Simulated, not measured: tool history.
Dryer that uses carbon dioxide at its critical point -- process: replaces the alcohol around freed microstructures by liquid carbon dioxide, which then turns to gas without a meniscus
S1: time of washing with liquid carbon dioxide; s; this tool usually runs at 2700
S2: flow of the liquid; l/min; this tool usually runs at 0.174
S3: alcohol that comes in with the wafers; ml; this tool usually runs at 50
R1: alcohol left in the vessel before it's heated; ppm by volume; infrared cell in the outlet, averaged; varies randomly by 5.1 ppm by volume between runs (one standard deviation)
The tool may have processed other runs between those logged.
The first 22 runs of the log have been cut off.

Run 23, hour 343.6: usual settings but S3 58 ml. Result: R1 288 ppm by volume.
Run 24, hour 354.6: usual settings but S3 58 ml. Result: R1 298 ppm by volume.
Run 25, hour 372: usual settings but S3 58 ml. Result: R1 293 ppm by volume.
Run 26, hour 383.3: usual settings but S1 3300 s, S2 0.284 l/min. Result: R1 166 ppm by volume.
Run 27, hour 394.5: usual settings but S1 2880 s, S2 0.192 l/min, S3 111 ml. Result: R1 249 ppm by volume.
Run 28, hour 413.5: usual settings but S1 2340 s, S2 0.134 l/min. Result: R1 1050 ppm by volume.
Run 29, hour 433.1: usual settings but S1 2340 s, S2 0.134 l/min, S3 20 ml. Result: R1 540 ppm by volume.
Run 30, hour 442.5: usual settings but S1 2340 s, S2 0.134 l/min, S3 20 ml. Result: R1 546 ppm by volume.
Run 31, hour 458.9: usual settings but S1 2820 s, S2 0.191 l/min, S3 31 ml. Result: R1 196 ppm by volume.
Run 32, hour 467.6: usual settings but S1 2820 s, S2 0.191 l/min, S3 31 ml. Result: R1 205 ppm by volume.
Run 33, hour 477.7: usual settings but S1 2580 s, S2 0.166 l/min, S3 42 ml. Result: R1 358 ppm by volume.

What will run 34 give?
Run 34, hour 495.3: usual settings but S2 0.232 l/min. Result: R1 ?.

Run 34 came out at R1 182 ppm by volume.
With the hidden condition absent and the run-to-run variation left alone, this run would have shown R1 7 ppm by volume.

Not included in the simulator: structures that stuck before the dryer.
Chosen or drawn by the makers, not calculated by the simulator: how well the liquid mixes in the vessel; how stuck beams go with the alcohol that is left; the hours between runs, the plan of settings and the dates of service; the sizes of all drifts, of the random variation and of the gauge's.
